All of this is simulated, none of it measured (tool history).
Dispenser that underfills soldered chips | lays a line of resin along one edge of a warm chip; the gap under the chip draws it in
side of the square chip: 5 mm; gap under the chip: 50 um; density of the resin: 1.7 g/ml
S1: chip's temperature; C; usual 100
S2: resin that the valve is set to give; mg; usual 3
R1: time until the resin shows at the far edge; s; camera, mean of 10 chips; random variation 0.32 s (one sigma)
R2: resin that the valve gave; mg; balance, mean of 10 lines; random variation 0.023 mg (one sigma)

run    day   S1    S2    R1    R2
  1      0  100     3  14.6  2.93
     0.112  -- new syringe of resin
  2  0.196  100  3.22  11.9  3.13
  3  0.325  100  3.22  13.2  3.08
     0.579  -- new syringe of resin
  4  0.588  107  3.22    10  3.13
  5  0.746  107  3.22  10.6  3.11
  6  0.958  107  3.22  12.7  3.11
     1.038  -- new syringe of resin
  7  1.175  100     3  13.2  2.89
  8   1.35  100     3  15.1  2.87
  9  1.467   96     3  17.3  2.87
       1.5  -- new syringe of resin
 10  1.712   96     3  15.5  2.88
 11  1.833  100  3.37  14.2   3.2
     1.958  -- new syringe of resin
 12  2.058  100  3.37  12.2  3.19
 13  2.217  100  3.37  14.2  3.21
 14  2.338  100  3.25  15.2  3.11
     2.417  -- new syringe of resin
 15  2.462  100  3.25  11.4  3.05
 16  2.583  100  3.25  13.7  3.07
 17  2.817  100  3.25  15.3  3.07
     2.862  -- new syringe of resin
 18  3.033  100  3.25  12.8  3.07
 19  3.229   99  2.85    16  2.72
     3.329  -- new syringe of resin
 20  3.388   91  2.74  16.1  2.61
 21  3.567   95  2.82  16.2  2.67
     3.779  -- new syringe of resin
 22  3.792   86  3.57  17.2  3.35
     3.854  -- dispensing valve cleaned and set on the balance
 23  4.017  106     3  11.5  2.97
     4.271  -- new syringe of resin
 24  4.271  106     3  10.7  2.98
 25  4.425  106     3  11.9     3
 26  4.688  104   3.2  14.7  3.14
     4.725  -- new syringe of resin
 27  4.912  104   3.2  11.7  3.16
 28  5.129  104   3.2  14.1  3.16
     5.175  -- new syringe of resin
 29  5.383   93  3.68  15.6  3.61
     5.625  -- new syringe of resin
 30  5.658   93  3.68  14.8   3.6
 31  5.846   92  3.89  16.3  3.79
     6.096  -- new syringe of resin
 32  6.112  110  2.51  10.5  2.41
 33  6.275  101  3.35  13.2  3.28
 34  6.438   85  3.73  21.1  3.63
     6.546  -- new syringe of resin
 35  6.625   88     3    17   2.9

Some steps in R1 between neighbouring runs. How much of each would the tool show without its hidden state too (settings, what came in, random variation), and how much is left for the hidden state, with any gauge scatter that isn't in both results?
The hidden state here: resin's viscosity, % of fresh resin's; dose that the valve gives, % of what is set; true chip temperature over the reading, C; drift of the gauge itself on fill_s, %; drift of the gauge itself on given_mg, %.
Run 14 -> 15: new syringe of resin. R1 -3.8 s: hidden state -2.9, all else -0.9.
Run 22 -> 23: S1 86 -> 106, S2 3.57 -> 3, dispensing valve cleaned and set on the balance. R1 -5.7 s: hidden state +0.8, all else -6.5.
Run 31 -> 32: S1 92 -> 110, S2 3.89 -> 2.51, new syringe of resin. R1 -5.8 s: hidden state -2.2, all else -3.6.
Run 33 -> 34: S1 101 -> 85, S2 3.35 -> 3.73. R1 +7.9 s: hidden state +3.1, all else +4.8.
Run 34 -> 35: S1 85 -> 88, S2 3.73 -> 3, new syringe of resin. R1 -4.1 s: hidden state -3.2, all else -0.9.
